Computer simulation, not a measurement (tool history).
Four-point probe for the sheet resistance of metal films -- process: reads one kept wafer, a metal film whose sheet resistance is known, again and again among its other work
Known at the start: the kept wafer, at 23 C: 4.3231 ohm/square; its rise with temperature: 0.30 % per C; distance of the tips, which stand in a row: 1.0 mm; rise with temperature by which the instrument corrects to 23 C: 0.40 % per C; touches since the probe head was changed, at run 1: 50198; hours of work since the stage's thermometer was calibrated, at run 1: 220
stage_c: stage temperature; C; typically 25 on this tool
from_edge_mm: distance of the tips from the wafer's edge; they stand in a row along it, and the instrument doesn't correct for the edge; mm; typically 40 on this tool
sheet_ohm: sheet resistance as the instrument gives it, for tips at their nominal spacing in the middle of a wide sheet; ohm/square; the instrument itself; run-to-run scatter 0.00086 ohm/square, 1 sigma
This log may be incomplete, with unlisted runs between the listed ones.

run     day  stage_c  from_edge_mm  touches since the probe head was changed  hours of work since the stage's thermometer was calibrated  sheet_ohm
  1   0.000       25            40                                     50198                                                         220   4.316126
  2   1.888       25            40                                     51354                                                         244   4.316001
  3   3.821       25            40                                     52537                                                         267   4.316704
  4   5.133       25             5                                     53339                                                         284   4.407347
  5   6.608       25             5                                     54241                                                         302   4.404611
  6   8.171       25             5                                     55198                                                         321   4.406122
  7   9.962       25             5                                     56292                                                         343   4.405909
  8  12.521       25             5                                     57859                                                         374   4.406163
  9  14.571       25             5                                     59111                                                         400   4.406457
 10  15.996       25             5                                     59983                                                         417   4.404982
 11  17.567       25             5                                     60945                                                         436   4.405852
 12  19.896       25            40                                     62369                                                         465   4.317912
 13  21.858       28            40                                     63571                                                         489   4.305037
 14  23.075       28            40                                     64313                                                         504   4.305985
 15  25.671       25            40                                     65901                                                         536   4.316791
 16  27.192       25            40                                     66833                                                         555   4.315571
 17  28.671       25             4                                     67738                                                         573   4.455286
 18  30.754       25             4                                     69011                                                         599   4.454433
 19  32.221       25            40                                     69909                                                         617   4.316709
 20  34.221       25            40                                     71132                                                         641   4.317207
 21  35.404       25            40                                     71856                                                         656   4.316503
 22  36.754       25            29                                     72682                                                         672   4.316095
 23  38.304       28            29                                     73631                                                         691   4.306596
 24  40.892       27             3                                     75212                                                         723   4.550186
 25  42.546       27             3                                     76225                                                         744   4.547745
 26  44.121       30            71                                     77188                                                         763   4.295705
 27  45.942       30            71                                     78301                                                         785   4.294490
 28  47.017       30            71                                     78960                                                         799   4.295687
 29  48.596       32            40                                     79925                                                         818   4.290533
 30  51.100       22            33                                     81458                                                         849   4.329222
 31  52.608       22            33                                     82381                                                         867   4.329260
 32  55.150       21             6                                     83936                                                         899   4.395125
 33  56.929       21             6                                     85024                                                         920   4.393906
 34  59.171       21             6                                     86395                                                         948   4.393806
 35  61.471       25            12                                     87802                                                         976   4.330413
 36  63.400       19             6                                     88983                                                        1000   4.403443
 37  65.167       35            40                                     90063                                                        1022   4.277666
 38  67.125       22            51                                     91261                                                        1046   4.326796
 39  69.288       30            27                                     92584                                                        1072   4.298009
     71.004  -- new probe head fitted
 40  71.558       30            27                                       339                                                        1100   4.299958
 41  74.008       30             3                                      1838                                                        1130   4.536615
 42  75.462       30             3                                      2727                                                        1148   4.535534
 43  77.938       20            20                                      4241                                                        1178   4.342519
 44  79.821       20            17                                      5392                                                        1201   4.343606
 45  81.175       18            27                                      6222                                                        1218   4.349667

Each row is a separate what-if for the run after 45, all from the same tool condition, not one after another. Results?
  A  82.829       19            40                                      7233                                                        1238          ?
  B  82.829       20            17                                      7233                                                        1238          ?
  C  82.829       24            15                                      7233                                                        1238          ?

run  sheet_ohm
  A   4.340813
  B   4.343873
  C   4.329934
Without the tool's unlogged condition, the same runs would have read:
run  sheet_ohm
  A   4.340568
  B   4.343628
  C   4.329690
